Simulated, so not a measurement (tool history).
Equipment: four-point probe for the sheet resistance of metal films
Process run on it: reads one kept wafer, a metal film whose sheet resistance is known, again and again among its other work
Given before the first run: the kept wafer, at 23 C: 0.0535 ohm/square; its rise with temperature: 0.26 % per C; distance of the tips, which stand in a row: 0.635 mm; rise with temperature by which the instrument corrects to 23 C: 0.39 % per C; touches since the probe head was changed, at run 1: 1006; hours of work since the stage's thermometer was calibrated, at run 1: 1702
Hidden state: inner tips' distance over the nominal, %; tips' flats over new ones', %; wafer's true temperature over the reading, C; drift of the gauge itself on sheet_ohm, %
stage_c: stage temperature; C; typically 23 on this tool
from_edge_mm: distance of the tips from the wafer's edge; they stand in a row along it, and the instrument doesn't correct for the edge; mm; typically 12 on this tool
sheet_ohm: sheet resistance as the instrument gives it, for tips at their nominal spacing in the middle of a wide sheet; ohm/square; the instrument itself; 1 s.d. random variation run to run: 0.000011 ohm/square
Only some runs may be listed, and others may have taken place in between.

run	hour	stage_c	from_edge_mm	touches since the probe head was changed	hours of work since the stage's thermometer was calibrated	sheet_ohm
1	0	23	12	1006	1702	0.053572
2	19.9	23	12	1632	1717	0.053576
3	37.6	23	12	2186	1730	0.053559
4	67.3	23	12	3118	1753	0.05358
5	85	23	12	3673	1766	0.053557
6	107.1	23	12	4366	1783	0.053592
7	130.6	23	12	5103	1800	0.053579
8	158.5	23	12	5979	1821	0.053551
9	185	23	12	6810	1841	0.053581
10	202.5	23	15	7362	1855	0.053541
11	228.8	23	15	8187	1874	0.053541
12	244.6	32	12	8681	1886	0.053019
13	269.1	32	12	9451	1905	0.052995
14	283.7	23	12	9909	1916	0.053592
15	307.7	23	12	10661	1934	0.053572
16	323.6	26	12	11161	1946	0.053375
17	344.2	26	12	11808	1961	0.053413
18	364.4	26	12	12441	1976	0.053388
19	390.6	23	12	13264	1996	0.053573
20	422	25	12	14248	2020	0.053461
21	450.5	25	12	15143	2041	0.053454
22	481.2	25	12	16105	2064	0.053447
23	504.9	23	12	16849	2082	0.053596
24	535.1	27	7	17796	2105	0.053466
25	553.4	32	7	18373	2119	0.053173
26	578.2	21	20	19148	2137	0.053672
27	605.1	28	24	19993	2157	0.053184
28	624.1	22	33	20591	2172	0.053594
29	655.5	23	3	21575	2195	0.054765
30	681.7	27	7	22397	2215	0.053493
31	701.8	27	7	23029	2230	0.053468
32	731.6	28	9	23964	2253	0.053329
33	747.3	28	9	24457	2265	0.053336
34	763.9	34	33	24976	2277	0.052817
35	786.5	22	24	25684	2294	0.053582
36	808.4	29	5	26374	2311	0.053584
37	824.5	23	54	26877	2323	0.053512
38	839.4	23	8	27347	2334	0.053667
39	866	18	12	28179	2354	0.053905
40	894.5	27	31	29076	2375	0.053261
41	917.1	28	12	29784	2392	0.053261
42	944.6	29	12	30645	2413	0.053182
43	960.5	21	37	31145	2425	0.053637
44	980.5	21	37	31773	2440	0.05362
45	1006.1	21	37	32577	2459	0.053651

The next listed run, before its measurement:
46	1020.5	30	6	33029	2470	?

sheet_ohm: 0.053375 ohm/square
Minus the tool's unlogged condition, the same run would have read sheet_ohm 0.053374 ohm/square.

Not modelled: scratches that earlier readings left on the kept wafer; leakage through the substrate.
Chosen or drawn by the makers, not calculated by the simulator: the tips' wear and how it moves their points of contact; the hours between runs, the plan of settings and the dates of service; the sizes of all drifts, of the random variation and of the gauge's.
